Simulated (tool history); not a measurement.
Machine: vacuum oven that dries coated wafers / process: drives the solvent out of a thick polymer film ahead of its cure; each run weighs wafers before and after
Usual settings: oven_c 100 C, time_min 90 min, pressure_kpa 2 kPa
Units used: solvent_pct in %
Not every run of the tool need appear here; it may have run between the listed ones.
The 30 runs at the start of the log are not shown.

| run | hour | oven_c | time_min | pressure_kpa | solvent_pct |
|---|---|---|---|---|---|
| 31 | 1219.1 | 103 | 49 | 2.19 | 6.18 |
|  | 1232.4 | oven's thermocouples calibrated, once more |
| 32 | 1265.8 | 100 | 96 | 1.88 | 3.78 |
| 33 | 1305.6 | 100 | 96 | 1.88 | 3.8 |
| 34 | 1343.6 | 102 | 96 | 1.88 | 3.26 |
| 35 | 1370.4 | 100 | 45 | 1.52 | 8.01 |
| 36 | 1403.9 | 105 | 150 | 4.66 | 2.36 |
|  | 1410.7 | vacuum gauge cleaned of residue and calibrated |
| 37 | 1438.7 | 105 | 150 | 4.66 | 2.33 |
| 38 | 1495.6 | 105 | 150 | 4.66 | 2.28 |
| 39 | 1520.5 | 100 | 125 | 7.67 | 4.96 |
| 40 | 1559.4 | 100 | 125 | 7.67 | 5.01 |
| 41 | 1603.8 | 105 | 125 | 7.67 | 3.79 |
| 42 | 1645.5 | 108 | 66 | 6.45 | 4.74 |
| 43 | 1696.5 | 106 | 90 | 1.28 | 2.16 |
| 44 | 1744.8 | 115 | 125 | 1.04 | 0.39 |
| 45 | 1799.3 | 115 | 125 | 1.04 | 0.42 |
| 46 | 1844 | 115 | 125 | 1.04 | 0.41 |
| 47 | 1884.1 | 93 | 99 | 2.22 | 5.73 |

4 options for the next run, each taken on its own from the tool as it stands now. Forecast them:
| A | 1924.6 | 115 | 61 | 4.33 | ? |
| B | 1924.6 | 93 | 88 | 2.75 | ? |
| C | 1924.6 | 93 | 99 | 4.69 | ? |
| D | 1924.6 | 102 | 118 | 2.16 | ? |

| run | solvent_pct |
|---|---|
| A | 2.69 |
| B | 6.52 |
| C | 6.83 |
| D | 2.36 |
Stripped of hidden state, with their random variation kept, the same runs would have yielded:
| run | solvent_pct |
|---|---|
| A | 2.91 |
| B | 6.89 |
| C | 7.21 |
| D | 2.58 |
